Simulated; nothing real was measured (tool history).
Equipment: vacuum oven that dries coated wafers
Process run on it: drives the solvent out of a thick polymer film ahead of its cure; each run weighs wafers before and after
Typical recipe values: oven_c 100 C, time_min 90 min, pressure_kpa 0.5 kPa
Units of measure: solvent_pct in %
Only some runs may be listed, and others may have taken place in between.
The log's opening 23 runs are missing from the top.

| run | hour | oven_c | time_min | pressure_kpa | solvent_pct |
|---|---|---|---|---|---|
|  | 1365.9 | vacuum gauge cleaned of residue and calibrated |
| 24 | 1407.5 | 100 | 90 | 0.5 | 2.91 |
| 25 | 1490.6 | 107 | 90 | 1.164 | 1.71 |
| 26 | 1549 | 107 | 90 | 1.164 | 1.7 |
| 27 | 1634 | 100 | 134 | 0.5 | 1.26 |
|  | 1705.4 | oven's thermocouples calibrated |
| 28 | 1720 | 100 | 134 | 0.5 | 1.17 |
| 29 | 1772.7 | 112 | 90 | 0.5 | 0.62 |
| 30 | 1858.3 | 105 | 47 | 0.268 | 4.61 |
| 31 | 1937.8 | 100 | 80 | 0.714 | 3.26 |
| 32 | 2012.4 | 87 | 130 | 0.844 | 4.98 |
| 33 | 2052.9 | 87 | 130 | 0.844 | 4.87 |
| 34 | 2122.2 | 100 | 79 | 0.5 | 3.26 |
| 35 | 2164.5 | 100 | 79 | 0.5 | 3.28 |
|  | 2200.1 | oven's thermocouples calibrated, once more |
| 36 | 2243.1 | 100 | 79 | 0.5 | 4.07 |
| 37 | 2326.6 | 89 | 90 | 1.983 | 8.19 |
| 38 | 2404.6 | 89 | 90 | 1.983 | 8.22 |
| 39 | 2443.9 | 89 | 90 | 1.983 | 8.38 |
| 40 | 2486.8 | 89 | 90 | 1.983 | 8.09 |
| 41 | 2544.1 | 114 | 90 | 1.983 | 1.28 |
| 42 | 2621.1 | 100 | 73 | 0.367 | 4.42 |
| 43 | 2695.5 | 100 | 73 | 0.367 | 4.38 |
| 44 | 2759.6 | 100 | 73 | 0.367 | 4.39 |
| 45 | 2834.5 | 88 | 80 | 1.302 | 8.82 |
| 46 | 2894.3 | 100 | 91 | 0.5 | 3.3 |
| 47 | 2966.6 | 108 | 131 | 0.5 | 0.73 |

Branching from run 47: 3 alternative next runs. What would each branch give?
| A | 3021.9 | 88 | 146 | 1.145 | ? |
| B | 3021.9 | 108 | 90 | 0.5 | ? |
| C | 3021.9 | 108 | 131 | 0.436 | ? |

| run | solvent_pct |
|---|---|
| A | 5 |
| B | 1.42 |
| C | 0.67 |
The same runs, with their run-to-run variation unchanged, on a tool lacking any hidden condition would have given:
| run | solvent_pct |
|---|---|
| A | 4.87 |
| B | 1.33 |
| C | 0.55 |
